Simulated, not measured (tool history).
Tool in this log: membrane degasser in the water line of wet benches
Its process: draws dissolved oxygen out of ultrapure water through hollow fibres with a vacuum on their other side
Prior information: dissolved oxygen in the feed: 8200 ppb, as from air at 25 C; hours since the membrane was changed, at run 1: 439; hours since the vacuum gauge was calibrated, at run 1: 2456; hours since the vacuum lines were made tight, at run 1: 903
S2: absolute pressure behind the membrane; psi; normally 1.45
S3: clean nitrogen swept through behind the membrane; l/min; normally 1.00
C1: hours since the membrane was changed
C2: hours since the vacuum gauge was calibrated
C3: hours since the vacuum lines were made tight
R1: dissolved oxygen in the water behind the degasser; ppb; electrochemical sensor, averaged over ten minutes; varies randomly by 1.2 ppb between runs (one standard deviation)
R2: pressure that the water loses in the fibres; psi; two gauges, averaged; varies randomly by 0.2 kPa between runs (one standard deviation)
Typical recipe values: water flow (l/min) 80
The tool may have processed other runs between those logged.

Run 1, hour 0.0: usual settings; C1 439; C2 2456; C3 903. Result: R1 847.2 ppb, R2 8.724 psi.
Run 2, hour 23.5: usual settings but water flow (l/min) 88; C1 462; C2 2479; C3 926. Result: R1 898.5 ppb, R2 9.645 psi.
Run 3, hour 63.7: usual settings; C1 502; C2 2519; C3 966. Result: R1 846.8 ppb, R2 8.754 psi.
Run 4, hour 88.2: usual settings but S3 1.93 l/min; C1 527; C2 2544; C3 991. Result: R1 535.2 ppb, R2 8.768 psi.
Run 5, hour 128.0: usual settings but S3 1.93 l/min; C1 567; C2 2584; C3 1031. Result: R1 534.2 ppb, R2 8.808 psi.
Run 6, hour 155.8: usual settings but S3 1.93 l/min; C1 594; C2 2612; C3 1058. Result: R1 534.8 ppb, R2 8.711 psi.
Run 7, hour 180.8: usual settings; C1 619; C2 2636; C3 1083. Result: R1 846.4 ppb, R2 8.749 psi.
Run 8, hour 202.2: usual settings but S2 1.80 psi; C1 641; C2 2658; C3 1105. Result: R1 1113.0 ppb, R2 8.776 psi.
Run 9, hour 231.9: usual settings but S3 2.95 l/min; C1 670; C2 2688; C3 1134. Result: R1 381.2 ppb, R2 8.776 psi.
Run 10, hour 262.4: usual settings but water flow (l/min) 55; C1 701; C2 2718; C3 1165. Result: R1 655.3 ppb, R2 5.973 psi.
Run 11, hour 307.6: usual settings but water flow (l/min) 55; C1 746; C2 2763; C3 1210. Result: R1 655.2 ppb, R2 6.018 psi.
Run 12, hour 355.1: usual settings but water flow (l/min) 49; C1 794; C2 2811; C3 1258. Result: R1 603.7 ppb, R2 5.369 psi.
Run 13, hour 391.5: usual settings but water flow (l/min) 49; C1 830; C2 2847; C3 1294. Result: R1 603.3 ppb, R2 5.295 psi.
Run 14, hour 424.2: usual settings but water flow (l/min) 49; C1 863; C2 2880; C3 1327. Result: R1 602.2 ppb, R2 5.398 psi.
Run 15, hour 453.7: usual settings but S2 2.42 psi; C1 892; C2 2909; C3 1356. Result: R1 1559.1 ppb, R2 8.776 psi.
Run 16, hour 502.3: usual settings but S2 2.42 psi; C1 941; C2 2958; C3 1405. Result: R1 1561.4 ppb, R2 8.744 psi.
Run 17, hour 529.6: usual settings but S2 2.42 psi; C1 968; C2 2985; C3 1432. Result: R1 1560.6 ppb, R2 8.786 psi.
Run 18, hour 562.0: usual settings but water flow (l/min) 114, S2 2.42 psi, S3 2.01 l/min; C1 1000; C2 3018; C3 1464. Result: R1 1258.3 ppb, R2 12.459 psi.
Run 19, hour 599.4: usual settings but water flow (l/min) 79, S2 1.90 psi, S3 1.12 l/min; C1 1038; C2 3055; C3 1502. Result: R1 1099.7 ppb, R2 8.641 psi.
Run 20, hour 643.1: usual settings but water flow (l/min) 120, S2 0.88 psi, S3 1.39 l/min; C1 1082; C2 3099; C3 1546. Result: R1 409.2 ppb, R2 13.201 psi.
Run 21, hour 671.6: usual settings but water flow (l/min) 120, S2 0.88 psi, S3 1.39 l/min; C1 1110; C2 3127; C3 1574. Result: R1 409.1 ppb, R2 13.159 psi.
Run 22, hour 698.4: usual settings but water flow (l/min) 120, S2 0.88 psi, S3 1.39 l/min; C1 1137; C2 3154; C3 1601. Result: R1 409.0 ppb, R2 13.097 psi.
Run 23, hour 733.1: usual settings but water flow (l/min) 120, S2 0.88 psi, S3 1.39 l/min; C1 1172; C2 3189; C3 1636. Result: R1 408.4 ppb, R2 13.151 psi.
Run 24, hour 774.9: usual settings but water flow (l/min) 120, S2 0.88 psi, S3 1.39 l/min; C1 1213; C2 3231; C3 1677. Result: R1 408.6 ppb, R2 13.109 psi.
Run 25, hour 818.1: usual settings but water flow (l/min) 83, S2 3.55 psi, S3 1.39 l/min; C1 1257; C2 3274; C3 1721. Result: R1 1910.0 ppb, R2 9.091 psi.

Expected results for the next run?
Run 26, hour 846.0: usual settings but water flow (l/min) 83, S2 3.55 psi, S3 1.39 l/min; C1 1285; C2 3302; C3 1749. Result: R1 ?, R2 ?.

{"run 26": {"R1": 1899.9, "R2": 9.059}}
On a tool with no hidden condition, and with the same random variation, this run would have come out at R1 1899.8 ppb, R2 9.058 psi.
